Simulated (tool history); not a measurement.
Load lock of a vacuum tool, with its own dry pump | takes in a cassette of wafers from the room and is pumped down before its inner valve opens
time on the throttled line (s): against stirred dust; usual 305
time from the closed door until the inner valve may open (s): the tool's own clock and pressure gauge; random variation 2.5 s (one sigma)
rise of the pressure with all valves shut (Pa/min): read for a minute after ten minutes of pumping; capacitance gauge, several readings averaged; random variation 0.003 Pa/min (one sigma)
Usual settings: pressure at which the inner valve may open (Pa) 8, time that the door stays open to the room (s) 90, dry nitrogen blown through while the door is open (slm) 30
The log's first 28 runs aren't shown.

run	day	time on the throttled line (s)	pressure at which the inner valve may open (Pa)	time that the door stays open to the room (s)	dry nitrogen blown through while the door is open (slm)	incoming humidity of the room's air, %	time from the closed door until the inner valve may open (s)	rise of the pressure with all valves shut (Pa/min)
29	107.100	305	8	90	8	45.4	426.2	0.065
30	111.529	236	11	84	40	46.5	353.1	0.047
31	115.179	160	11	25	18	43.7	288.2	0.049
32	117.862	160	11	50	18	44.0	289.1	0.055
33	121.167	359	9	38	5	45.6	471.7	0.066
34	123.704	465	8	71	30	45.6	571.3	0.049
35	127.154	271	8	223	36	46.5	392.9	0.056
36	130.988	305	14	90	30	44.2	416.2	0.054
37	133.692	258	8	90	30	45.6	383.5	0.055
38	136.500	208	9	181	30	46.9	337.8	0.066

Forecast each of these 3 alternatives for the next run:
A	139.679	350	8	136	30	44.3	?	?
B	139.679	305	8	90	23	39.3	?	?
C	139.679	208	10	232	30	48.2	?	?

run	time from the closed door until the inner valve may open (s)	rise of the pressure with all valves shut (Pa/min)
A	462.9	0.059
B	423.6	0.061
C	336.7	0.062
Without the tool's hidden state the same runs would have given:
run	time from the closed door until the inner valve may open (s)	rise of the pressure with all valves shut (Pa/min)
A	455.8	0.016
B	416.2	0.017
C	328.6	0.018
